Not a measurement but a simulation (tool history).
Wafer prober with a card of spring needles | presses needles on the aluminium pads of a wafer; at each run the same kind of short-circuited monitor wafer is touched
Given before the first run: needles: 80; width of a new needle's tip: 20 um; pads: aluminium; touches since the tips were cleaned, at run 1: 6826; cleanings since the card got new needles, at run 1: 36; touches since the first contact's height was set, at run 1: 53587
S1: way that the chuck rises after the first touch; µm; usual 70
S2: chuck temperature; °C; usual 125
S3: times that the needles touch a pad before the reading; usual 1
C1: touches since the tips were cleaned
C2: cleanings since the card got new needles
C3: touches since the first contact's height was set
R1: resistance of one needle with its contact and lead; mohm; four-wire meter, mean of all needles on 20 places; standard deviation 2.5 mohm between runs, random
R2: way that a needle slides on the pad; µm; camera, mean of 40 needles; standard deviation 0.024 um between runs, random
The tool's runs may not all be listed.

| run | hour | S1 | S2 | S3 | C1 | C2 | C3 | R1 | R2 |
|---|---|---|---|---|---|---|---|---|---|
| 1 | 0 | 70 | 125 | 1 | 6826 | 36 | 53587 | 366 | 14.22 |
|  | 2.6 | tips cleaned on abrasive film |
|  | 14.1 | tips cleaned on abrasive film |
| 2 | 18.6 | 70 | 125 | 1 | 3174 | 38 | 66679 | 353 | 14.26 |
|  | 26.8 | tips cleaned on abrasive film |
| 3 | 32.7 | 70 | 125 | 1 | 4210 | 39 | 76659 | 356 | 14.22 |
|  | 38.9 | tips cleaned on abrasive film |
| 4 | 44.4 | 70 | 125 | 1 | 3901 | 40 | 84898 | 351 | 14.18 |
|  | 51.1 | tips cleaned on abrasive film |
| 5 | 53.1 | 70 | 125 | 1 | 1454 | 41 | 91038 | 332 | 14.16 |
|  | 63.5 | tips cleaned on abrasive film |
| 6 | 69.7 | 70 | 125 | 1 | 4410 | 42 | 102787 | 367 | 14.16 |
|  | 75.4 | tips cleaned on abrasive film |
| 7 | 78 | 76 | 125 | 1 | 1856 | 43 | 108604 | 324 | 15.39 |
|  | 87.2 | tips cleaned on abrasive film |
| 8 | 96 | 61 | 110 | 1 | 6278 | 44 | 121380 | 400 | 12.31 |
|  | 100 | tips cleaned on abrasive film |
|  | 111.7 | tips cleaned on abrasive film |
| 9 | 111.7 | 70 | 125 | 2 | 0 | 46 | 132398 | 287 | 14.09 |
| 10 | 122.4 | 51 | 57 | 2 | 7632 | 46 | 140030 | 380 | 10.15 |
|  | 123.9 | tips cleaned on abrasive film |
|  | 136 | tips cleaned on abrasive film |
| 11 | 140 | 51 | 57 | 2 | 2886 | 48 | 152416 | 352 | 10.1 |
|  | 141.8 | height of the first contact set anew |
|  | 148.3 | tips cleaned on abrasive film |
| 12 | 153.2 | 78 | 106 | 2 | 3512 | 49 | 8068 | 311 | 15.96 |
|  | 160.3 | tips cleaned on abrasive film |
| 13 | 170.4 | 58 | 60 | 1 | 7163 | 50 | 20224 | 403 | 11.84 |

Below are 5 alternative next runs, each starting from the tool's condition after run 13. Predict each:
|  | 172.1 | tips cleaned on abrasive film |
| A | 182.8 | 67 | 58 | 2 | 7620 | 51 | 29015 | ? | ? |
|  | 172.1 | tips cleaned on abrasive film |
| B | 182.8 | 70 | 52 | 1 | 7620 | 51 | 29015 | ? | ? |
|  | 172.1 | tips cleaned on abrasive film |
| C | 182.8 | 70 | 93 | 1 | 7620 | 51 | 29015 | ? | ? |
|  | 172.1 | tips cleaned on abrasive film |
| D | 182.8 | 57 | 125 | 2 | 7620 | 51 | 29015 | ? | ? |
|  | 172.1 | tips cleaned on abrasive film |
| E | 182.8 | 56 | 49 | 1 | 7620 | 51 | 29015 | ? | ? |

| run | R1 | R2 |
|---|---|---|
| A | 331 | 13.62 |
| B | 362 | 14.31 |
| C | 368 | 14.29 |
| D | 361 | 11.63 |
| E | 423 | 11.4 |
The same runs, with their run-to-run variation unchanged, on a tool lacking any hidden condition would have given:
| run | R1 | R2 |
|---|---|---|
| A | 263 | 13.68 |
| B | 258 | 14.37 |
| C | 270 | 14.35 |
| D | 279 | 11.69 |
| E | 263 | 11.47 |
